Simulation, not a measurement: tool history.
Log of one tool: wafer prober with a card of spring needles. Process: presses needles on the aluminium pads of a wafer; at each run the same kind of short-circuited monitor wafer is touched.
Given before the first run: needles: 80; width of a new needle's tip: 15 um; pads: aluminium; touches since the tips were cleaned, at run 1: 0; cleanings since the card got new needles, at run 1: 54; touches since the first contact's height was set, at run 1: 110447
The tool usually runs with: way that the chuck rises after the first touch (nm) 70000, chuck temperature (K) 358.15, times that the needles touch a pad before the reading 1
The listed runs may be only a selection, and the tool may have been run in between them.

| run | hour | way that the chuck rises after the first touch (nm) | chuck temperature (K) | times that the needles touch a pad before the reading | touches since the tips were cleaned | cleanings since the card got new needles | touches since the first contact's height was set | resistance of one needle with its contact and lead (mohm) | way that a needle slides on the pad (nm) |
|---|---|---|---|---|---|---|---|---|---|
| 1 | 0.0 | 70000 | 358.15 | 1 | 0 | 54 | 110447 | 243 | 19240 |
|  | 6.9 | tips cleaned on abrasive film |
| 2 | 10.9 | 70000 | 366.15 | 1 | 1237 | 55 | 113800 | 247 | 19350 |
|  | 13.0 | tips cleaned on abrasive film |
|  | 19.4 | tips cleaned on abrasive film |
| 3 | 24.6 | 90000 | 366.15 | 1 | 1640 | 57 | 118020 | 242 | 24530 |
|  | 25.7 | tips cleaned on abrasive film |
|  | 32.1 | tips cleaned on abrasive film |
| 4 | 32.1 | 73000 | 358.15 | 1 | 0 | 59 | 120285 | 246 | 19950 |
|  | 38.2 | tips cleaned on abrasive film |
|  | 44.8 | tips cleaned on abrasive film |
| 5 | 44.8 | 73000 | 358.15 | 1 | 0 | 61 | 124168 | 245 | 20280 |
|  | 50.9 | tips cleaned on abrasive film |
| 6 | 50.9 | 70000 | 320.15 | 1 | 0 | 62 | 126038 | 239 | 19290 |
|  | 57.2 | tips cleaned on abrasive film |
| 7 | 59.1 | 51000 | 358.15 | 1 | 590 | 63 | 128569 | 256 | 13810 |
|  | 63.1 | tips cleaned on abrasive film |
| 8 | 66.4 | 70000 | 345.15 | 1 | 1013 | 64 | 130788 | 242 | 19490 |
|  | 69.0 | tips cleaned on abrasive film |
| 9 | 74.2 | 51000 | 358.15 | 1 | 1627 | 65 | 133189 | 255 | 14280 |
|  | 75.2 | tips cleaned on abrasive film |
|  | 81.5 | tips cleaned on abrasive film |
| 10 | 82.6 | 51000 | 358.15 | 1 | 333 | 67 | 135743 | 253 | 14050 |
|  | 87.5 | tips cleaned on abrasive film |
| 11 | 92.7 | 51000 | 358.15 | 1 | 1612 | 68 | 138861 | 255 | 14000 |
|  | 93.9 | tips cleaned on abrasive film |
|  | 100.3 | tips cleaned on abrasive film |
| 12 | 104.9 | 51000 | 358.15 | 1 | 1454 | 70 | 142596 | 253 | 13920 |
|  | 106.3 | tips cleaned on abrasive film |
|  | 112.6 | tips cleaned on abrasive film |
| 13 | 116.7 | 51000 | 358.15 | 1 | 1291 | 72 | 146211 | 253 | 14140 |
|  | 118.9 | tips cleaned on abrasive film |
|  | 125.0 | tips cleaned on abrasive film |
| 14 | 128.7 | 51000 | 358.15 | 1 | 1134 | 74 | 149857 | 251 | 13870 |

Run 15 comes next. What will it give?
|  | 131.2 | tips cleaned on abrasive film |
|  | 137.6 | tips cleaned on abrasive film |
| 15 | 142.3 | 70000 | 337.15 | 3 | 1488 | 76 | 154049 | ? | ? |

Run 15 gave resistance of one needle with its contact and lead (mohm) 240, way that a needle slides on the pad (nm) 19190.
Minus the tool's unlogged condition, the same run would have read resistance of one needle with its contact and lead (mohm) 240, way that a needle slides on the pad (nm) 19200.
